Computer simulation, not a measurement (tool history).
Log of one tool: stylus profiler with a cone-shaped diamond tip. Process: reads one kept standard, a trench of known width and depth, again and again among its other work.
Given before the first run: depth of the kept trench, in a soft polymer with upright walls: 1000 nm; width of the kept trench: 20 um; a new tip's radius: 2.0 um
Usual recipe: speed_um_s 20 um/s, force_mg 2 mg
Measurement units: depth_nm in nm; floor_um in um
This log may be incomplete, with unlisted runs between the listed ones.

run,hour,speed_um_s,force_mg,depth_nm,floor_um
1,0,20,2,1015.04,16.47
2,60.8,20,3.96,1023.54,16.47
3,100.4,20,3.96,1023.42,16.49
4,146.7,12,3.96,1023.62,16.52
5,222,35,2,1014.59,16.38
6,274.1,35,2,1014.59,16.46
7,346,35,2,1014.94,16.44
8,426.4,35,2,1014.98,16.42
9,475.7,35,2,1014.71,16.44
10,530.6,35,2,1014.82,16.37
11,592.6,20,4.25,1024.79,16.43
12,663.2,20,4.25,1024.65,16.46
13,706.2,20,2,1014.65,16.47
14,760.8,20,2.27,1015.58,16.45
15,828.3,20,2,1014.88,16.51
16,917.3,20,2,1014.65,16.5
17,960.2,20,2,1014.78,16.44
18,1044.1,20,2,1015.05,16.49
19,1119.1,20,2,1014.73,16.44
20,1174.8,20,2,1015.1,16.47
21,1239.4,20,0.98,1009.59,16.45
22,1327.2,48,2,1014.97,16.39
23,1378.2,48,2,1014.87,16.35
24,1433.9,22,5.15,1028.19,16.48
25,1515.6,73,3.39,1021.38,16.32
26,1562.2,9,3.01,1019.6,16.51
27,1639.7,9,3.01,1019.77,16.51
28,1679.4,10,4.61,1025.7,16.51
29,1741.3,36,1.19,1010.22,16.36
30,1786.4,9,5.48,1029.26,16.47
31,1825,9,5.48,1029.52,16.51
32,1899.3,68,2,1014.9,16.34
33,1959.8,68,2,1014.64,16.27
34,2029.1,68,2,1014.96,16.31
35,2083.2,68,2,1015.27,16.32
36,2171.7,10,2.07,1015.31,16.45
37,2224.5,10,2.07,1015.06,16.56
38,2287.4,10,2.07,1015.32,16.53
39,2341,20,3.35,1020.93,16.49
40,2399.8,20,3.35,1021.41,16.48
41,2451.6,38,1.16,1010.34,16.32
42,2515.9,52,1.76,1013.64,16.33
43,2554.6,52,1.76,1013.43,16.32
44,2632.6,52,1.76,1013.68,16.38
45,2689.2,52,1.76,1013.53,16.36
46,2778.4,8,1.93,1014.37,16.53

Not shown: 2 entries that the log had between the listed runs. Between which runs, and how does the tool's hidden state differ before and after?
From run 21 to run 22: height scale calibrated on a step standard (hour 1254.9)
  height scale over the true one, %: 0.003 -> 0
From run 36 to run 37: new tip fitted, height scale calibrated (hour 2209.3)
  radius of the tip, um: 2.01 -> 2; height scale over the true one, %: 0.001 -> 0

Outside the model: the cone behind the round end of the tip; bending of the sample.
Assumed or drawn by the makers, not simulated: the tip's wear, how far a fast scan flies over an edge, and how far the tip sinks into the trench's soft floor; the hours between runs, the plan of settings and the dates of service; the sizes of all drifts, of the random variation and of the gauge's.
